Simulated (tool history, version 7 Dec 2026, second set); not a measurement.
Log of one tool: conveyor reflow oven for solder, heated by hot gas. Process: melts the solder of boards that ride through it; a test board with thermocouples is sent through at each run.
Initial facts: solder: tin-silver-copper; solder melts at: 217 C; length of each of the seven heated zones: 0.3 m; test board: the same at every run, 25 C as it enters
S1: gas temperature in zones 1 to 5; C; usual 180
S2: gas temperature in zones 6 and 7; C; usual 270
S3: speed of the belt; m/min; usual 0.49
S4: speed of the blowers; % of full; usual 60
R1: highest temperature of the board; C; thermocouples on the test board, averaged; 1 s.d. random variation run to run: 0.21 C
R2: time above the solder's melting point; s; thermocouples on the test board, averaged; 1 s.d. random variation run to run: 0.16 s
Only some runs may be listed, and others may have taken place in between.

Run 1, hour 0: usual settings. Result: R1 254.4 C, R2 58.7 s.
Run 2, hour 15.8: usual settings but S2 277 C. Result: R1 260.4 C, R2 62 s.
Run 3, hour 37: usual settings. Result: R1 254.2 C, R2 58.6 s.
Run 4, hour 53.4: usual settings. Result: R1 254.5 C, R2 58.8 s.
Run 5, hour 66.1: usual settings but S1 172 C. Result: R1 253.4 C, R2 54.8 s.
Run 6, hour 88.2: usual settings but S1 172 C. Result: R1 252.8 C, R2 54.3 s.
Run 7, hour 112: usual settings but S1 172 C. Result: R1 253.1 C, R2 54.8 s.
Run 8, hour 122: usual settings but S1 172 C. Result: R1 253.5 C, R2 55.2 s.
Run 9, hour 141.8: usual settings. Result: R1 254.7 C, R2 58.4 s.
Run 10, hour 152.3: usual settings. Result: R1 254.8 C, R2 58.5 s.
Run 11, hour 174.8: usual settings. Result: R1 254.8 C, R2 58.7 s.
Run 12, hour 185: usual settings. Result: R1 254.7 C, R2 58.5 s.
Run 13, hour 195.3: usual settings but S2 284 C. Result: R1 266.7 C, R2 65.4 s.
Run 14, hour 207.2: usual settings but S2 259 C. Result: R1 245.5 C, R2 52 s.
Run 15, hour 223.5: usual settings but S1 185 C. Result: R1 255.4 C, R2 61 s.
Run 16, hour 246.6: usual settings but S1 185 C. Result: R1 255.6 C, R2 61.2 s.
Run 17, hour 256.5: usual settings but S1 190 C, S3 0.568 m/min. Result: R1 252.3 C, R2 51.6 s.
Run 18, hour 278.5: usual settings but S1 190 C, S3 0.568 m/min. Result: R1 252.1 C, R2 51.7 s.
Run 19, hour 295.1: usual settings but S1 174 C, S3 0.483 m/min. Result: R1 254 C, R2 57 s.
Run 20, hour 304.8: usual settings but S1 174 C, S2 264 C. Result: R1 248.2 C, R2 52.1 s.
Run 21, hour 317.2: usual settings but S1 174 C, S2 264 C. Result: R1 248.4 C, R2 52.3 s.
Run 22, hour 335.7: usual settings but S1 174 C, S2 264 C, S3 0.462 m/min. Result: R1 249.9 C, R2 57 s.
Run 23, hour 345.9: usual settings but S1 174 C, S2 264 C, S3 0.529 m/min. Result: R1 245.7 C, R2 45.7 s.
Run 24, hour 369.2: usual settings but S1 174 C, S2 274 C, S3 0.529 m/min, S4 72 % of full. Result: R1 257.7 C, R2 53.8 s.
Run 25, hour 384.6: usual settings but S1 174 C, S2 274 C, S3 0.529 m/min, S4 72 % of full. Result: R1 258 C, R2 54 s.
Run 26, hour 398: usual settings but S1 177 C, S2 261 C, S4 69 % of full. Result: R1 248.2 C, R2 53.7 s.
Run 27, hour 419.9: usual settings but S1 171 C. Result: R1 253.1 C, R2 54.1 s.
Run 28, hour 435.8: usual settings but S1 171 C, S4 88 % of full. Result: R1 259.1 C, R2 59.2 s.
Run 29, hour 449.4: usual settings but S1 182 C, S4 53 % of full. Result: R1 253 C, R2 58.2 s.
Run 30, hour 460.1: usual settings but S2 281 C, S3 0.581 m/min. Result: R1 258.1 C, R2 50.2 s.
Run 31, hour 475.3: usual settings but S2 277 C, S3 0.42 m/min, S4 83 % of full. Result: R1 269.2 C, R2 78.3 s.

Between the runs listed above, the log contained 1 entry, not reproduced here. Where in the sequence does each belong, and how does what the log doesn't record of the tool's condition differ from the listed run before to the listed run after?
After run 6, before run 7: flux residue cleaned out of gas plates and filters (hour 102.2)
  heat that the gas passes to the board, % of a clean oven's: 99.9 -> 100
